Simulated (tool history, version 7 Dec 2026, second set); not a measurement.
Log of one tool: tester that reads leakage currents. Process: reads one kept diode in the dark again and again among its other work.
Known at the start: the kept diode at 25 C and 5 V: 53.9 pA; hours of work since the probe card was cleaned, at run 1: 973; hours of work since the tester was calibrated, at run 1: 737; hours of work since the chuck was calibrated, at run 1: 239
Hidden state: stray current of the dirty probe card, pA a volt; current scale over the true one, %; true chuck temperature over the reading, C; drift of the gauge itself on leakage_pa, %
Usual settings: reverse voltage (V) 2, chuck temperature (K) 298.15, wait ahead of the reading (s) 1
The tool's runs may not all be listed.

run,hour,reverse voltage (V),chuck temperature (K),wait ahead of the reading (s),hours of work since the probe card was cleaned,hours of work since the tester was calibrated,hours of work since the chuck was calibrated,current that the tester gives (pA)
1,0,2,298.15,1,973,737,239,38.22
2,16.6,2,298.15,7.13,986,750,252,38.1
3,37,2,298.15,7.13,1002,766,268,38.47
4,53.6,2,330.15,1,1015,779,281,371.89
5,81.4,2,330.15,1,1037,801,303,376.06
6,107.6,2.07,298.15,1,1058,821,324,39.46
7,122.5,2.07,298.15,1,1069,833,336,39.64
8,139.1,2.07,298.15,1.29,1082,846,349,39.84
9,158.8,2.07,298.15,1.29,1098,861,364,39.92
10,173.7,2.07,298.15,1.29,1110,873,376,40.23
11,203.4,2.07,298.15,1.29,1133,897,399,40.38
12,227.4,2.07,298.15,1.29,1152,915,418,40.46
13,258.5,2.07,298.15,1.29,1176,940,442,40.64
14,279.9,2,298.15,1,1193,957,459,40.09
15,310.9,2,298.15,1,1217,981,484,40.43
16,329.8,2,298.15,1,1232,996,499,40.56
17,360.9,2,309.15,1,1257,1020,523,93.38
18,385.5,2,309.15,1,1276,1040,542,93.65
19,414.4,2,298.15,1,1299,1062,565,41.48
20,439.7,2,298.15,1,1319,1082,585,41.53
21,461.6,1.31,295.15,7.72,1336,1100,602,26.53
22,486.1,1.77,313.15,9.75,1355,1119,621,118.87
23,515.7,7.8,313.15,2.72,1379,1142,645,249.3
24,532.1,1.14,313.15,4.86,1391,1155,658,96.51
25,555.9,2.82,308.15,7.9,1410,1174,676,105.7
# hour 578.4: chuck's temperature calibrated
26,579.9,2.82,330.15,0.38,1427,1191,1,410.56
27,603.9,3.75,293.15,4.1,1446,1210,20,33.47
28,629.1,1.76,299.15,1,1466,1230,40,36.4
29,652.1,14.88,299.15,0.65,1484,1248,58,112.76
30,676,14.88,305.15,2.68,1503,1267,77,171.07
31,701.9,14.88,305.15,2.68,1523,1287,97,171.06
32,731.2,4.53,305.15,2.68,1546,1310,120,93.72
33,762,4.53,305.15,2.68,1571,1334,144,94.42
34,783.1,4.53,305.15,2.68,1587,1351,161,94.98
35,814.1,19.37,326.15,6.24,1612,1375,185,853.59
36,838.7,19.37,326.15,6.24,1631,1394,205,855.64
37,858.9,19.37,326.15,6.24,1647,1410,221,857.05
38,884.7,13.1,296.15,1.33,1667,1431,241,87.31
39,910.7,1.27,325.15,1,1688,1451,261,212.5

Forecast each of these 5 alternatives for the next run:
A,933.6,4.71,293.15,1,1706,1469,279,?
B,933.6,4.39,306.15,0.31,1706,1469,279,?
C,933.6,1.27,298.15,1,1706,1469,279,?
D,933.6,12.6,303.15,0.9,1706,1469,279,?
E,933.6,2,298.15,2.14,1706,1469,279,?

run,current that the tester gives (pA)
A,40.9
B,105.55
C,30.16
D,143.33
E,38.23
Without the tool's hidden state the same runs would have given:
run,current that the tester gives (pA)
A,35.65
B,97.07
C,27.6
D,127.75
E,34.75
